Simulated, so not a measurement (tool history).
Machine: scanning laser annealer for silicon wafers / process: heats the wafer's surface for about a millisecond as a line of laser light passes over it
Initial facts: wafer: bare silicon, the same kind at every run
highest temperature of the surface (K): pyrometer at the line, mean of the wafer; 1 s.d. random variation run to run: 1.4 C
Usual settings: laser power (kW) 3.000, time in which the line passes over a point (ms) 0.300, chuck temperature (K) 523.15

run     day  laser power (kW)  time in which the line passes over a point (ms)  chuck temperature (K)  highest temperature of the surface (K)
  1   0.000             3.000                                            0.300                 523.15                                 1228.15
  2   0.354             3.000                                            0.300                 523.15                                 1228.15
  3   0.521             3.000                                            0.300                 523.15                                 1226.15
  4   0.892             3.000                                            0.300                 523.15                                 1224.15
  5   1.146             3.000                                            0.269                 523.15                                 1188.15
  6   1.492             3.000                                            0.269                 523.15                                 1188.15
  7   1.662             3.000                                            0.269                 523.15                                 1184.15
  8   1.992             3.000                                            0.374                 523.15                                 1306.15
  9   2.242             3.000                                            0.374                 523.15                                 1308.15
 10   2.417             3.000                                            0.374                 523.15                                 1306.15
 11   2.704             3.000                                            0.374                 523.15                                 1302.15
 12   3.038             3.000                                            0.374                 523.15                                 1306.15
      3.271  -- optics aligned, line set to its width
 13   3.404             3.000                                            0.374                 523.15                                 1302.15
 14   3.617             3.000                                            0.374                 523.15                                 1304.15
 15   3.858             3.000                                            0.374                 523.15                                 1303.15
 16   4.246             3.000                                            0.300                 523.15                                 1221.15
 17   4.450             3.000                                            0.300                 523.15                                 1220.15
 18   4.671             3.000                                            0.300                 523.15                                 1220.15
      5.083  -- optics aligned, line set to its width, once more
 19   5.200             3.000                                            0.300                 523.15                                 1230.15
 20   5.521             2.854                                            0.300                 523.15                                 1190.15
 21   5.875             2.854                                            0.300                 523.15                                 1188.15
 22   6.183             2.854                                            0.300                 523.15                                 1189.15
 23   6.408             3.000                                            0.300                 551.15                                 1255.15
 24   6.604             2.580                                            0.293                 549.15                                 1135.15
 25   6.838             2.879                                            0.232                 523.15                                 1113.15
 26   7.154             2.879                                            0.232                 523.15                                 1110.15
 27   7.446             2.879                                            0.232                 523.15                                 1112.15
 28   7.608             2.879                                            0.232                 523.15                                 1114.15
 29   7.767             2.702                                            0.259                 510.15                                 1090.15
 30   8.092             2.963                                            0.259                 535.15                                 1178.15
 31   8.354             3.131                                            0.259                 484.15                                 1166.15
 32   8.692             3.131                                            0.259                 484.15                                 1166.15
 33   8.912             2.817                                            0.258                 528.15                                 1132.15
 34   9.088             2.934                                            0.254                 523.15                                 1151.15
 35   9.404             3.000                                            0.274                 524.15                                 1195.15
 36   9.575             2.609                                            0.274                 524.15                                 1097.15
 37   9.775             3.096                                            0.330                 523.15                                 1283.15
 38  10.092             2.703                                            0.330                 536.15                                 1190.15
 39  10.438             2.905                                            0.330                 507.15                                 1214.15
 40  10.788             2.637                                            0.300                 523.15                                 1129.15

For some of the steps in highest temperature of the surface (K) from one run to the next: how much would appear even if the tool had no hidden state, given the settings, what came in and random variation, and how much remains for the hidden state plus any gauge scatter that the measured result and the result without hidden state don't share?
Hidden state present: light that passes the window, % of a clean one's; laser's true power over the reading, %; width of the line over the set one, %; drift of the gauge itself on peak_c, C.
Run 7 -> 8: time in which the line passes over a point (ms) 0.269 -> 0.374. highest temperature of the surface (K) +122.00: hidden state -3.00, all else +125.00.
Run 12 -> 13: optics aligned, line set to its width. highest temperature of the surface (K) -4.00: hidden state -4.00, all else +0.00.
Run 18 -> 19: optics aligned, line set to its width, once more. highest temperature of the surface (K) +10.00: hidden state +7.00, all else +3.00.
Run 23 -> 24: laser power (kW) 3.000 -> 2.580, time in which the line passes over a point (ms) 0.300 -> 0.293, chuck temperature (K) 551.15 -> 549.15. highest temperature of the surface (K) -120.00: hidden state +2.00, all else -122.00.
Run 36 -> 37: laser power (kW) 2.609 -> 3.096, time in which the line passes over a point (ms) 0.274 -> 0.330, chuck temperature (K) 524.15 -> 523.15. highest temperature of the surface (K) +186.00: hidden state -6.00, all else +192.00.
